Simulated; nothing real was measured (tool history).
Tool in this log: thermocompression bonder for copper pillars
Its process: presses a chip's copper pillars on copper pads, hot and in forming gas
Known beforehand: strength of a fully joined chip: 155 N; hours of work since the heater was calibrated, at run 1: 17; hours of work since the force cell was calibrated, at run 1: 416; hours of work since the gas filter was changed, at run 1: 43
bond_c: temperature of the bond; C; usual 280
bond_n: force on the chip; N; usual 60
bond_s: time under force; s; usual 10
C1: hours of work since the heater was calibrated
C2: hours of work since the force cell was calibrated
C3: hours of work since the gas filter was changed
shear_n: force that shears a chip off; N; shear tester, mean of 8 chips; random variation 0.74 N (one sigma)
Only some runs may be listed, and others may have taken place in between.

run 1 hour=0 | bond_c=280 bond_n=60 bond_s=10 | C1=17 C2=416 C3=43 | shear_n=59.5
run 2 hour=9.7 | bond_c=280 bond_n=60 bond_s=10 | C1=21 C2=420 C3=47 | shear_n=58.6
run 3 hour=20.4 | bond_c=280 bond_n=60 bond_s=10 | C1=26 C2=425 C3=52 | shear_n=57
run 4 hour=28.4 | bond_c=280 bond_n=60 bond_s=10 | C1=29 C2=428 C3=55 | shear_n=57.3
run 5 hour=38.3 | bond_c=280 bond_n=60 bond_s=10 | C1=33 C2=432 C3=59 | shear_n=58.4
run 6 hour=46.7 | bond_c=280 bond_n=60 bond_s=10 | C1=37 C2=436 C3=63 | shear_n=57.9
run 7 hour=53.5 | bond_c=280 bond_n=60 bond_s=10 | C1=40 C2=439 C3=66 | shear_n=59.1
run 8 hour=61.3 | bond_c=282 bond_n=60 bond_s=10 | C1=43 C2=442 C3=69 | shear_n=60.3
run 9 hour=70.6 | bond_c=302 bond_n=60 bond_s=10 | C1=47 C2=446 C3=73 | shear_n=77.9
run 10 hour=77.6 | bond_c=292 bond_n=60 bond_s=10 | C1=50 C2=449 C3=76 | shear_n=70.3
run 11 hour=87.2 | bond_c=292 bond_n=60 bond_s=10 | C1=54 C2=453 C3=80 | shear_n=69.3
run 12 hour=96.2 | bond_c=292 bond_n=60 bond_s=10 | C1=58 C2=457 C3=84 | shear_n=69.3
run 13 hour=104.8 | bond_c=292 bond_n=60 bond_s=10 | C1=61 C2=460 C3=87 | shear_n=69.8
run 14 hour=109.6 | bond_c=292 bond_n=60 bond_s=10 | C1=63 C2=462 C3=89 | shear_n=69.8
run 15 hour=115.8 | bond_c=280 bond_n=60 bond_s=10 | C1=66 C2=465 C3=92 | shear_n=58.4
run 16 hour=122.6 | bond_c=280 bond_n=60 bond_s=17 | C1=69 C2=468 C3=95 | shear_n=71
run 17 hour=130.1 | bond_c=280 bond_n=60 bond_s=17 | C1=72 C2=471 C3=98 | shear_n=71.3
run 18 hour=140.7 | bond_c=280 bond_n=60 bond_s=17 | C1=76 C2=475 C3=102 | shear_n=68.8
run 19 hour=150.6 | bond_c=280 bond_n=60 bond_s=10 | C1=80 C2=479 C3=106 | shear_n=59.1
run 20 hour=162 | bond_c=280 bond_n=88 bond_s=10 | C1=85 C2=484 C3=111 | shear_n=85.5
run 21 hour=167.2 | bond_c=280 bond_n=88 bond_s=10 | C1=87 C2=486 C3=113 | shear_n=86.4
run 22 hour=173.5 | bond_c=280 bond_n=88 bond_s=28 | C1=90 C2=489 C3=116 | shear_n=112.8
run 23 hour=183.1 | bond_c=280 bond_n=88 bond_s=28 | C1=94 C2=493 C3=120 | shear_n=114.6
run 24 hour=191.6 | bond_c=304 bond_n=39 bond_s=28 | C1=98 C2=497 C3=124 | shear_n=76.8
run 25 hour=196.7 | bond_c=256 bond_n=43 bond_s=12 | C1=100 C2=499 C3=126 | shear_n=27.4
run 26 hour=207.4 | bond_c=256 bond_n=62 bond_s=26 | C1=104 C2=503 C3=130 | shear_n=58.6
run 27 hour=213.6 | bond_c=256 bond_n=62 bond_s=26 | C1=107 C2=506 C3=133 | shear_n=58.8
run 28 hour=222.1 | bond_c=256 bond_n=62 bond_s=26 | C1=110 C2=509 C3=136 | shear_n=60.2
run 29 hour=227.8 | bond_c=256 bond_n=62 bond_s=26 | C1=113 C2=512 C3=139 | shear_n=58.9
run 30 hour=235.4 | bond_c=303 bond_n=60 bond_s=10 | C1=116 C2=515 C3=142 | shear_n=79.6
run 31 hour=242.4 | bond_c=303 bond_n=60 bond_s=10 | C1=119 C2=518 C3=145 | shear_n=80.5
run 32 hour=251.8 | bond_c=306 bond_n=61 bond_s=10 | C1=123 C2=522 C3=149 | shear_n=84.3
run 33 hour=260.4 | bond_c=306 bond_n=61 bond_s=10 | C1=126 C2=525 C3=153 | shear_n=86.4
run 34 hour=268.6 | bond_c=269 bond_n=60 bond_s=18 | C1=130 C2=529 C3=156 | shear_n=62.2
run 35 hour=276.3 | bond_c=294 bond_n=60 bond_s=18 | C1=133 C2=532 C3=159 | shear_n=87.4
run 36 hour=283.7 | bond_c=280 bond_n=68 bond_s=15 | C1=136 C2=535 C3=162 | shear_n=78
run 37 hour=291.7 | bond_c=280 bond_n=73 bond_s=15 | C1=140 C2=539 C3=166 | shear_n=83.5
run 38 hour=298.3 | bond_c=280 bond_n=57 bond_s=10 | C1=142 C2=541 C3=168 | shear_n=56.1
run 39 hour=303.5 | bond_c=251 bond_n=60 bond_s=10 | C1=145 C2=544 C3=171 | shear_n=37
run 40 hour=313.3 | bond_c=251 bond_n=82 bond_s=9 | C1=149 C2=548 C3=175 | shear_n=48.9

3 ways to go on from here, each from the tool as it stands after run 40. What would each give?
run A hour=318.3 | bond_c=271 bond_n=82 bond_s=9 | C1=151 C2=550 C3=177 | shear_n=?
run B hour=318.3 | bond_c=262 bond_n=60 bond_s=10 | C1=151 C2=550 C3=177 | shear_n=?
run C hour=318.3 | bond_c=251 bond_n=90 bond_s=9 | C1=151 C2=550 C3=177 | shear_n=?

run=A shear_n=68
run=B shear_n=43.6
run=C shear_n=55.6
What these runs would have given with no unlogged condition in the tool:
run=A shear_n=64
run=B shear_n=40.5
run=C shear_n=51.9
